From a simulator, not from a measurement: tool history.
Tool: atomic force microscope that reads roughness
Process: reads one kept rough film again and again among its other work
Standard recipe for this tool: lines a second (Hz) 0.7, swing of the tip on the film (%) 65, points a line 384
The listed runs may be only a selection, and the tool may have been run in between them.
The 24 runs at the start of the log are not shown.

run	hour	lines a second (Hz)	swing of the tip on the film (%)	points a line	pictures with this tip	hours of work since the height scale was calibrated	roughness of the kept film (nm (root mean square))
# hour 974.6: height scale calibrated on a step standard
25	1009.1	1.986	61	833	89	20	1.862
26	1047.3	0.7	77	384	140	43	1.691
27	1087.4	3.375	57	384	193	66	1.566
# hour 1099.8: height scale calibrated on a step standard, once more
28	1136.8	0.7	65	519	257	22	1.55
29	1176.1	0.7	65	519	309	45	1.462
# hour 1198.3: new tip fitted
30	1213.3	0.7	65	519	20	66	2.138
31	1245.7	0.913	83	604	63	85	1.914
32	1302	0.913	83	604	137	118	1.712
33	1350.4	0.913	83	604	201	146	1.572
34	1393.3	2.331	57	395	258	171	1.515
35	1418.2	2.331	77	649	291	186	1.309
36	1448.8	2.841	65	447	332	204	1.319
# hour 1453.1: new tip fitted
37	1503.1	0.7	80	653	66	235	2.034
38	1550.6	1.416	58	625	129	263	1.871
39	1603.8	0.7	76	877	200	294	1.685

Consider 4 possible next runs. They are alternatives, not a sequence: every one starts from the tool as it was left by run 39. What does each give?
A	1630.9	0.739	84	384	236	310	?
B	1630.9	1.553	65	653	236	310	?
C	1630.9	0.7	81	343	236	310	?
D	1630.9	3.125	76	877	236	310	?

run	roughness of the kept film (nm (root mean square))
A	1.537
B	1.575
C	1.565
D	1.411
Without the tool's hidden state the same runs would have given:
run	roughness of the kept film (nm (root mean square))
A	2.167
B	2.218
C	2.203
D	1.984
